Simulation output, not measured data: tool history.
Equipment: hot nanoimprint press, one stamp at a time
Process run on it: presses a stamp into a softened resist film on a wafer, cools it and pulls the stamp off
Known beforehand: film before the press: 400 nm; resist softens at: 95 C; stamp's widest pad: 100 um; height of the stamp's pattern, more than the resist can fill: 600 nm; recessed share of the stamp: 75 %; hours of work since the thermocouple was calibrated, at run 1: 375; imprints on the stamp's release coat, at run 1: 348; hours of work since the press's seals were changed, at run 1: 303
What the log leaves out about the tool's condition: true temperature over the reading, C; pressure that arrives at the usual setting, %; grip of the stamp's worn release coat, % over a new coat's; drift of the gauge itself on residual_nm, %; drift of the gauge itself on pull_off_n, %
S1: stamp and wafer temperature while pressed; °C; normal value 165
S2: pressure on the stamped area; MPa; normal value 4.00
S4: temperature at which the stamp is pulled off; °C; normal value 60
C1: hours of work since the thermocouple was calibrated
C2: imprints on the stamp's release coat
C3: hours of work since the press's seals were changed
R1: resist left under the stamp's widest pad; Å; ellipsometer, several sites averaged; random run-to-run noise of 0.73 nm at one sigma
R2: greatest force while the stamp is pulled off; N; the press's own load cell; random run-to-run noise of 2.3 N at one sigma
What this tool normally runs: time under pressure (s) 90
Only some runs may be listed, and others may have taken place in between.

{"run": 1, "hour": 0.0, "S1": 165, "S2": 4.0, "time under pressure (s)": 90, "S4": 60, "C1": 375, "C2": 348, "C3": 303, "R1": 2237, "R2": 112}
{"run": 2, "hour": 38.7, "S1": 165, "S2": 4.0, "time under pressure (s)": 90, "S4": 60, "C1": 391, "C2": 450, "C3": 319, "R1": 2238, "R2": 117}
{"run": 3, "hour": 93.0, "S1": 165, "S2": 4.0, "time under pressure (s)": 90, "S4": 60, "C1": 413, "C2": 592, "C3": 341, "R1": 2238, "R2": 116}
{"run": 4, "hour": 138.6, "S1": 165, "S2": 5.25, "time under pressure (s)": 90, "S4": 60, "C1": 432, "C2": 711, "C3": 359, "R1": 1989, "R2": 118}
{"run": 5, "hour": 181.6, "S1": 165, "S2": 4.0, "time under pressure (s)": 90, "S4": 60, "C1": 449, "C2": 824, "C3": 377, "R1": 2226, "R2": 121}
{"run": 6, "hour": 239.6, "S1": 165, "S2": 4.0, "time under pressure (s)": 85, "S4": 60, "C1": 473, "C2": 976, "C3": 401, "R1": 2252, "R2": 117}
{"hour": 247.8, "done": "plate thermocouple calibrated"}
{"run": 7, "hour": 278.3, "S1": 165, "S2": 4.0, "time under pressure (s)": 85, "S4": 60, "C1": 12, "C2": 1069, "C3": 415, "R1": 2257, "R2": 124}
{"run": 8, "hour": 313.0, "S1": 165, "S2": 4.0, "time under pressure (s)": 90, "S4": 58, "C1": 26, "C2": 1160, "C3": 429, "R1": 2216, "R2": 131}
{"run": 9, "hour": 344.6, "S1": 165, "S2": 4.0, "time under pressure (s)": 90, "S4": 58, "C1": 39, "C2": 1243, "C3": 442, "R1": 2212, "R2": 134}
{"hour": 395.1, "done": "stamp cleaned and given a new release coat"}
{"run": 10, "hour": 396.6, "S1": 165, "S2": 4.0, "time under pressure (s)": 90, "S4": 58, "C1": 58, "C2": 4, "C3": 461, "R1": 2207, "R2": 114}
{"run": 11, "hour": 450.9, "S1": 165, "S2": 4.0, "time under pressure (s)": 130, "S4": 65, "C1": 80, "C2": 147, "C3": 483, "R1": 1928, "R2": 92}
{"run": 12, "hour": 500.5, "S1": 165, "S2": 2.49, "time under pressure (s)": 150, "S4": 65, "C1": 100, "C2": 276, "C3": 503, "R1": 2245, "R2": 94}
{"run": 13, "hour": 534.0, "S1": 169, "S2": 5.06, "time under pressure (s)": 150, "S4": 65, "C1": 114, "C2": 364, "C3": 517, "R1": 1441, "R2": 93}
{"run": 14, "hour": 578.9, "S1": 158, "S2": 5.66, "time under pressure (s)": 90, "S4": 60, "C1": 132, "C2": 481, "C3": 535, "R1": 2330, "R2": 110}
{"hour": 591.3, "done": "plate thermocouple calibrated, once more"}
{"run": 15, "hour": 608.3, "S1": 174, "S2": 4.0, "time under pressure (s)": 51, "S4": 49, "C1": 7, "C2": 551, "C3": 546, "R1": 2177, "R2": 154}
{"run": 16, "hour": 665.4, "S1": 153, "S2": 4.0, "time under pressure (s)": 69, "S4": 49, "C1": 30, "C2": 700, "C3": 569, "R1": 3230, "R2": 159}
{"run": 17, "hour": 699.1, "S1": 153, "S2": 4.0, "time under pressure (s)": 92, "S4": 49, "C1": 44, "C2": 789, "C3": 582, "R1": 3073, "R2": 155}
{"run": 18, "hour": 754.9, "S1": 153, "S2": 4.0, "time under pressure (s)": 92, "S4": 49, "C1": 66, "C2": 934, "C3": 605, "R1": 3051, "R2": 159}
{"run": 19, "hour": 794.8, "S1": 162, "S2": 3.57, "time under pressure (s)": 69, "S4": 47, "C1": 83, "C2": 1039, "C3": 621, "R1": 2768, "R2": 169}
{"hour": 824.5, "done": "press's hydraulic seals changed and the load cell set to zero"}
{"run": 20, "hour": 837.6, "S1": 162, "S2": 3.57, "time under pressure (s)": 69, "S4": 47, "C1": 97, "C2": 1130, "C3": 5, "R1": 2751, "R2": 175}

What if the next run were any one of these 4? Each begins from the tool's condition after run 20:
{"run": "A", "hour": 868.7, "S1": 162, "S2": 3.57, "time under pressure (s)": 69, "S4": 50, "C1": 109, "C2": 1212, "C3": 18, "R1": "?", "R2": "?"}
{"run": "B", "hour": 868.7, "S1": 158, "S2": 3.67, "time under pressure (s)": 90, "S4": 45, "C1": 109, "C2": 1212, "C3": 18, "R1": "?", "R2": "?"}
{"run": "C", "hour": 868.7, "S1": 172, "S2": 3.57, "time under pressure (s)": 85, "S4": 47, "C1": 109, "C2": 1212, "C3": 18, "R1": "?", "R2": "?"}
{"run": "D", "hour": 868.7, "S1": 165, "S2": 2.47, "time under pressure (s)": 90, "S4": 60, "C1": 109, "C2": 1212, "C3": 18, "R1": "?", "R2": "?"}

run=A R1=2750 R2=164
run=B R1=2797 R2=181
run=C R1=1989 R2=172
run=D R1=2692 R2=133
With no hidden state in the tool, these same runs would have given:
run=A R1=2776 R2=137
run=B R1=2824 R2=151
run=C R1=2012 R2=144
run=D R1=2717 R2=111

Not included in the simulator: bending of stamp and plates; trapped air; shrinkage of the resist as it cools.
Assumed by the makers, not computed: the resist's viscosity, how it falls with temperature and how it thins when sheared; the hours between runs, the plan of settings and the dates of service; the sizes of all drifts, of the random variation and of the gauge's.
